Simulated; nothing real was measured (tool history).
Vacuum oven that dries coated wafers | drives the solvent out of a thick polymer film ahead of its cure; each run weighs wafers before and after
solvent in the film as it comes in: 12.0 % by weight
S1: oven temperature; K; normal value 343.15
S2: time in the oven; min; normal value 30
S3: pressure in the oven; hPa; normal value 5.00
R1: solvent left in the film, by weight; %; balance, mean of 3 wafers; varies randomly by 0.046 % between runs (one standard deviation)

run	hour	S1	S2	S3	R1
1	0.0	343.15	30	5.00	1.88
2	25.5	343.15	30	5.00	1.88
3	52.4	343.15	30	2.56	1.69
4	93.2	343.15	30	5.00	1.89
5	116.0	343.15	30	5.00	1.98
6	144.1	343.15	23	5.00	2.75
7	179.9	343.15	30	5.00	1.86
8	212.7	343.15	30	5.00	1.84
9	232.2	343.15	30	5.00	2.02
10	259.4	343.15	30	5.00	1.91
11	281.9	343.15	30	5.00	1.90
12	311.5	343.15	30	5.00	1.94
13	356.6	343.15	30	5.00	1.91
14	393.0	343.15	30	5.00	1.95
15	417.4	343.15	30	5.00	1.89
16	458.3	343.15	30	5.00	1.87
17	481.2	354.15	30	5.00	0.51
18	512.7	343.15	30	4.52	1.83
19	558.9	343.15	30	4.52	1.85
20	581.4	343.15	30	4.52	1.85
21	626.9	343.15	30	4.52	1.87
22	648.0	343.15	25	3.56	2.35
23	675.7	343.15	30	17.91	2.93
24	700.0	343.15	21	4.82	3.00
25	742.8	345.15	40	5.20	0.97
26	770.1	345.15	41	5.20	0.96
27	789.2	334.15	30	14.77	4.90
28	821.4	336.15	30	5.00	3.54
29	842.0	352.15	54	10.24	0.58
30	883.1	352.15	49	10.24	0.69
31	902.6	335.15	19	5.00	5.40
32	938.5	343.15	35	4.89	1.51
33	963.8	357.15	25	10.81	0.67
34	1007.7	338.15	51	3.79	1.43
35	1040.3	332.15	18	17.56	7.07
36	1062.6	343.15	39	13.45	1.93
37	1108.4	332.15	30	12.61	5.29
38	1148.7	332.15	30	12.87	5.34
39	1182.4	345.15	26	5.56	1.91

Predict each of these 4 candidate next runs independently; none follows another, all start after run 39:
A	1229.0	342.15	34	7.50	?
B	1229.0	345.15	32	5.56	?
C	1229.0	343.15	38	3.78	?
D	1229.0	333.15	34	19.81	?

run	R1
A	1.96
B	1.38
C	1.25
D	5.19
Without the tool's hidden state the same runs would have given:
run	R1
A	1.94
B	1.36
C	1.23
D	5.18
